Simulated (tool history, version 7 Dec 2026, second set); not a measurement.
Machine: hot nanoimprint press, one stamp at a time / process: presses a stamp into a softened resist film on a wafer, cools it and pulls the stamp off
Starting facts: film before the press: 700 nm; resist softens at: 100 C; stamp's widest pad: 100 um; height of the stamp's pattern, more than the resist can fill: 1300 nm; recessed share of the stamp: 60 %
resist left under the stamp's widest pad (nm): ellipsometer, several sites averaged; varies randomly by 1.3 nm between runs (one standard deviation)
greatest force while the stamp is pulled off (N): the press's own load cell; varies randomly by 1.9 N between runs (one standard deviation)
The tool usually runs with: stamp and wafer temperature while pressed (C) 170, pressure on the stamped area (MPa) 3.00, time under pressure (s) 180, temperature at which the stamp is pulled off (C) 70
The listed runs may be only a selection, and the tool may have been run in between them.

run	hour	stamp and wafer temperature while pressed (C)	pressure on the stamped area (MPa)	time under pressure (s)	temperature at which the stamp is pulled off (C)	resist left under the stamp's widest pad (nm)	greatest force while the stamp is pulled off (N)
1	0.0	170	3.00	180	70	331.8	102
2	11.3	170	3.00	180	70	335.2	102
3	37.5	170	3.00	180	70	335.1	97
4	48.8	170	3.00	180	70	333.1	100
5	74.3	170	3.00	180	70	332.8	100
# hour 89.1: stamp cleaned and given a new release coat
6	101.6	170	3.00	180	70	336.4	99
7	115.1	174	3.00	180	70	276.9	102
8	129.2	170	3.00	180	70	336.8	101
9	156.0	170	3.00	180	70	336.3	100
10	171.2	170	3.00	180	70	338.6	98
11	183.7	170	3.00	180	70	339.8	102
12	211.3	170	3.00	180	70	340.2	99
13	225.3	170	3.00	246	70	302.5	102
14	244.6	170	3.00	246	70	304.9	102
15	262.5	170	3.00	246	70	306.3	101
# hour 270.5: stamp cleaned and given a new release coat
# hour 279.0: gauge calibrated
16	287.2	169	2.19	90	70	486.7	97
# hour 296.7: press's hydraulic seals changed and the load cell set to zero
17	314.6	172	2.61	314	64	262.4	111
18	333.6	172	2.61	314	64	263.8	116
19	350.7	172	2.61	314	64	263.7	116
# hour 363.3: plate thermocouple calibrated
20	365.4	181	2.92	180	73	198.6	91
21	386.5	181	3.43	180	73	181.8	92
22	411.6	181	3.43	180	73	183.1	95
23	432.5	162	3.00	198	65	472.2	110
24	448.8	160	3.00	180	74	521.1	92
# hour 462.7: stamp cleaned and given a new release coat
25	472.7	160	3.00	217	57	499.8	129
26	498.2	170	3.23	262	70	287.0	102
27	515.1	170	2.42	112	70	436.3	101
# hour 533.5: gauge calibrated
28	541.9	180	3.32	98	59	246.7	129
29	556.9	170	2.74	124	74	394.6	94

3 options for the next run, each taken on its own from the tool as it stands now. Forecast them:
A	579.2	170	3.00	180	58	?	?
B	579.2	170	2.09	124	77	?	?
C	579.2	167	4.07	99	74	?	?

run	resist left under the stamp's widest pad (nm)	greatest force while the stamp is pulled off (N)
A	334.8	130
B	438.6	83
C	408.3	92
With the hidden condition removed and each run's random variation left untouched, the same runs would have given:
run	resist left under the stamp's widest pad (nm)	greatest force while the stamp is pulled off (N)
A	333.1	129
B	436.4	83
C	406.2	91
